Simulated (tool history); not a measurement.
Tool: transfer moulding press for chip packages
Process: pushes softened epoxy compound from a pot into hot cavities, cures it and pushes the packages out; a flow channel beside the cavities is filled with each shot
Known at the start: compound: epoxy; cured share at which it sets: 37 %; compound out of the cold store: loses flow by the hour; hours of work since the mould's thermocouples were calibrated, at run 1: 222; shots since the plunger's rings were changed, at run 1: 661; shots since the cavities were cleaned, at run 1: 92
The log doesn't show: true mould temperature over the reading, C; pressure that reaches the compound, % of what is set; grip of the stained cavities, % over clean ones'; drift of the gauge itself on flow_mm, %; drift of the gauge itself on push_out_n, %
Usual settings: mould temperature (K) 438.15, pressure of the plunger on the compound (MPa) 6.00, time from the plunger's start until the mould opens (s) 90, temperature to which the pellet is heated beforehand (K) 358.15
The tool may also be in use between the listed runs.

run   hour  mould temperature (K)  pressure of the plunger on the compound (MPa)  time from the plunger's start until the mould opens (s)  temperature to which the pellet is heated beforehand (K)  hours of work since the mould's thermocouples were calibrated  shots since the plunger's rings were changed  shots since the cavities were cleaned  incoming compound's hours out of the cold store  length that the compound runs in the flow channel (mm)  greatest force on the pins that push the packages out (N)
  1    0.0                 438.15                                           6.00                                                       90                                                    358.15                                                            222                                           661                                     92                                             18.2                                                     685                                                        487
  2   13.6                 438.15                                           6.00                                                       90                                                    358.15                                                            232                                           840                                    271                                             41.8                                                     628                                                        574
  3   28.9                 438.15                                           6.00                                                       90                                                    358.15                                                            243                                          1041                                    472                                             10.0                                                     683                                                        657
  4   47.8                 438.15                                           6.00                                                       90                                                    358.15                                                            257                                          1288                                    719                                             33.3                                                     641                                                        658
  5   66.9                 438.15                                           6.00                                                       90                                                    358.15                                                            271                                          1539                                    970                                             47.5                                                     617                                                        676
  6   80.3                 438.15                                           6.00                                                       90                                                    358.15                                                            281                                          1715                                   1146                                             23.2                                                     660                                                        678
      86.4  -- cavities cleaned with cleaning compound and waxed
  7   91.0                 438.15                                           6.00                                                       90                                                    358.15                                                            288                                          1835                                     60                                             10.5                                                     689                                                        486
  8  110.6                 438.15                                           6.00                                                       90                                                    358.15                                                            303                                          2092                                    317                                              8.5                                                     671                                                        620
  9  127.9                 431.15                                           4.78                                                       76                                                    358.15                                                            316                                          2319                                    544                                              8.0                                                     623                                                       1651
 10  139.3                 435.15                                           5.22                                                       90                                                    364.15                                                            324                                          2468                                    693                                             39.1                                                     587                                                        791
 11  161.1                 439.15                                           6.00                                                       90                                                    358.15                                                            340                                          2755                                    980                                             41.7                                                     611                                                        647
     164.4  -- mould's thermocouples calibrated
 12  174.5                 439.15                                           6.00                                                       90                                                    358.15                                                              8                                          2905                                   1130                                             29.5                                                     634                                                        651
     181.5  -- cavities cleaned with cleaning compound and waxed
 13  190.0                 439.15                                           6.00                                                       90                                                    358.15                                                             18                                          3088                                    111                                             32.0                                                     626                                                        490

The next listed run, before its measurement:
 14  203.6                 431.15                                           6.00                                                      111                                                    358.15                                                             28                                          3266                                    289                                             14.5                                                       ?                                                          ?

{"run 14": {"length that the compound runs in the flow channel (mm)": 676, "greatest force on the pins that push the packages out (N)": 655}}
Without the tool's hidden state the same run would have given length that the compound runs in the flow channel (mm) 716, greatest force on the pins that push the packages out (N) 464.
